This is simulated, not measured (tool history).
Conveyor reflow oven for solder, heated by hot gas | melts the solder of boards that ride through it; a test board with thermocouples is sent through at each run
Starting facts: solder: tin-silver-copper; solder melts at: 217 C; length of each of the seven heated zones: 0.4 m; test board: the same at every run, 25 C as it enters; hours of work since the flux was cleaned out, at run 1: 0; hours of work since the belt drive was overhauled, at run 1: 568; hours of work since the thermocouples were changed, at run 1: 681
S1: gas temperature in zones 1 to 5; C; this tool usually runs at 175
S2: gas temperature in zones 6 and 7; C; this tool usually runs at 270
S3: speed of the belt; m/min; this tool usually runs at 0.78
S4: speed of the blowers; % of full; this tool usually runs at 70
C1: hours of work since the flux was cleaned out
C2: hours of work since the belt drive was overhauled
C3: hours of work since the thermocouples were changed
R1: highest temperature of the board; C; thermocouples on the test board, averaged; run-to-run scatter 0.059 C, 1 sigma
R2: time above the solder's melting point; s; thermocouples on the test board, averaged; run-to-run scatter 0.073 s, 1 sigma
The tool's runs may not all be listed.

| run | hour | S1 | S2 | S3 | S4 | C1 | C2 | C3 | R1 | R2 |
|---|---|---|---|---|---|---|---|---|---|---|
| 1 | 0 | 175 | 270 | 0.78 | 70 | 0 | 568 | 681 | 255 | 48.07 |
| 2 | 21.7 | 175 | 270 | 0.78 | 70 | 15 | 582 | 696 | 254.91 | 48.05 |
| 3 | 43.8 | 175 | 270 | 0.78 | 70 | 30 | 597 | 711 | 254.82 | 48.15 |
| 4 | 71 | 175 | 270 | 0.78 | 70 | 48 | 616 | 729 | 254.7 | 48.03 |
|  | 76.2 | thermocouples of zones 6 and 7 changed |
| 5 | 93 | 175 | 270 | 0.78 | 70 | 61 | 629 | 11 | 253.41 | 47.23 |
| 6 | 114.7 | 175 | 270 | 0.78 | 70 | 76 | 644 | 26 | 253.16 | 47.16 |
| 7 | 155.6 | 175 | 270 | 0.78 | 70 | 104 | 671 | 54 | 253.15 | 47.12 |
| 8 | 199.2 | 160 | 270 | 0.765 | 51 | 133 | 701 | 83 | 245.14 | 37.41 |
| 9 | 239.3 | 160 | 270 | 0.765 | 59 | 160 | 728 | 110 | 248.04 | 40.1 |
|  | 260.3 | flux residue cleaned out of gas plates and filters |
| 10 | 276.4 | 181 | 271 | 0.78 | 78 | 11 | 750 | 132 | 257.44 | 51.71 |
| 11 | 296.8 | 175 | 275 | 0.78 | 66 | 25 | 763 | 146 | 257.45 | 49.48 |

Here are 5 independent what-if runs from the current tool condition. What would each one return?
| A | 341.2 | 175 | 277 | 0.78 | 55 | 55 | 793 | 176 | ? | ? |
| B | 341.2 | 175 | 275 | 0.78 | 60 | 55 | 793 | 176 | ? | ? |
| C | 341.2 | 175 | 261 | 0.78 | 70 | 55 | 793 | 176 | ? | ? |
| D | 341.2 | 175 | 276 | 0.78 | 70 | 55 | 793 | 176 | ? | ? |
| E | 341.2 | 175 | 284 | 0.761 | 70 | 55 | 793 | 176 | ? | ? |

| run | R1 | R2 |
|---|---|---|
| A | 255.65 | 48.02 |
| B | 255.62 | 48.22 |
| C | 246.08 | 43.06 |
| D | 259.17 | 50.51 |
| E | 267.05 | 55.19 |
Without the tool's hidden state the same runs would have given:
| run | R1 | R2 |
|---|---|---|
| A | 255.38 | 47.18 |
| B | 255.39 | 47.41 |
| C | 245.93 | 42.33 |
| D | 258.99 | 49.72 |
| E | 266.86 | 54.35 |
